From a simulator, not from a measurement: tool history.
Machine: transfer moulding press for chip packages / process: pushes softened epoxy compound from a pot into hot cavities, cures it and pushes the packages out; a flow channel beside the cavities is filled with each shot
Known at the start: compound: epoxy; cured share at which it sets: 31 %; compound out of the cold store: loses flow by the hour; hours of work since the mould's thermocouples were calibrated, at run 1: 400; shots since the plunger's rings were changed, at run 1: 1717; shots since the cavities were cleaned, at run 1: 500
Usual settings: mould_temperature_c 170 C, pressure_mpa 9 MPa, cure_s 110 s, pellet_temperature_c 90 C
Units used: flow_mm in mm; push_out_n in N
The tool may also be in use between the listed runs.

run	hour	mould_temperature_c	pressure_mpa	cure_s	pellet_temperature_c	hours of work since the mould's thermocouples were calibrated	shots since the plunger's rings were changed	shots since the cavities were cleaned	incoming compound's hours out of the cold store	flow_mm	push_out_n
1	0	170	9	110	90	400	1717	500	34.2	843	555
# hour 30.9: cavities cleaned with cleaning compound and waxed
2	53.8	170	9	110	90	442	2360	282	22.6	883	510
# hour 101.1: cavities cleaned with cleaning compound and waxed
3	103.4	170	7.26	110	90	480	2951	28	34.3	754	413
4	152.8	170	7.26	141	90	520	3558	635	15.1	810	583
# hour 169.7: cavities cleaned with cleaning compound and waxed
5	207.9	170	7.26	141	90	562	4217	470	26.8	767	521
# hour 238.7: cavities cleaned with cleaning compound and waxed
6	244.2	170	7.26	141	90	590	4644	68	39	725	396
# hour 250.9: plunger's sealing rings changed
# hour 282.2: mould's thermocouples calibrated
7	299.8	170	7.26	141	90	14	576	696	37	752	561
# hour 311: cavities cleaned with cleaning compound and waxed
8	331.8	170	7.26	141	90	38	951	256	36	747	474
# hour 381: cavities cleaned with cleaning compound and waxed
9	391	170	9	132	90	84	1660	124	22.3	888	417
# hour 450.7: cavities cleaned with cleaning compound and waxed
10	451.7	170	9	132	90	131	2387	13	36.1	830	387
11	486	170	9	110	90	159	2808	434	29	857	551
# hour 520: cavities cleaned with cleaning compound and waxed
12	543.6	170	9	110	90	203	3498	291	32.8	839	534
13	585.6	170	9	110	90	237	4013	806	26.7	858	668
# hour 591.4: cavities cleaned with cleaning compound and waxed
14	612.5	170	9	110	90	257	4326	260	16.1	909	502
# hour 644.4: plunger's sealing rings changed
15	644.4	170	7.72	94	95	280	0	621	42.6	761	688
# hour 662.9: cavities cleaned with cleaning compound and waxed
16	679	167	7.13	100	98	307	406	197	42.6	736	586
# hour 731.2: cavities cleaned with cleaning compound and waxed
17	736.5	171	7.86	132	98	351	1095	66	39.7	766	386
18	793.9	168	7.86	109	98	397	1800	771	16.1	860	680
# hour 800.9: cavities cleaned with cleaning compound and waxed
19	820.5	170	7.02	110	93	417	2108	240	36.5	732	491
20	853.4	170	7.74	95	90	443	2512	644	46.7	738	689
# hour 872.3: cavities cleaned with cleaning compound and waxed
21	908.7	174	9.88	110	90	486	3173	447	31.7	878	553
# hour 943.6: cavities cleaned with cleaning compound and waxed
22	963.9	170	9	110	90	529	3834	251	22.9	869	493
# hour 1011.2: cavities cleaned with cleaning compound and waxed
23	1016.7	166	7.3	123	95	570	4464	67	44	715	429
# hour 1036.9: plunger's sealing rings changed
24	1058	168	7.3	145	91	601	259	543	8.3	869	551
# hour 1083.8: mould's thermocouples calibrated
# hour 1085.3: cavities cleaned with cleaning compound and waxed
25	1090	168	7.3	145	91	4	609	57	25.7	800	401
26	1150.3	168	7.3	145	91	52	1351	799	47.7	719	587
# hour 1157.2: cavities cleaned with cleaning compound and waxed
27	1194.6	168	7.3	145	91	86	1876	459	38.2	750	538

4 options for the next run, each taken on its own from the tool as it stands now. Forecast them:
# hour 1229.1: cavities cleaned with cleaning compound and waxed
A	1229.8	173	10.82	129	90	113	2291	9	13	?	?
# hour 1229.1: cavities cleaned with cleaning compound and waxed
B	1229.8	168	7.3	100	91	113	2291	9	29	?	?
# hour 1229.1: cavities cleaned with cleaning compound and waxed
C	1229.8	173	7.3	145	91	113	2291	9	38.9	?	?
# hour 1229.1: cavities cleaned with cleaning compound and waxed
D	1229.8	172	9	110	90	113	2291	9	26.8	?	?

run	flow_mm	push_out_n
A	1006	369
B	776	485
C	734	361
D	866	388
With the hidden condition removed and each run's random variation left untouched, the same runs would have given:
run	flow_mm	push_out_n
A	1025	355
B	792	460
C	749	347
D	883	372
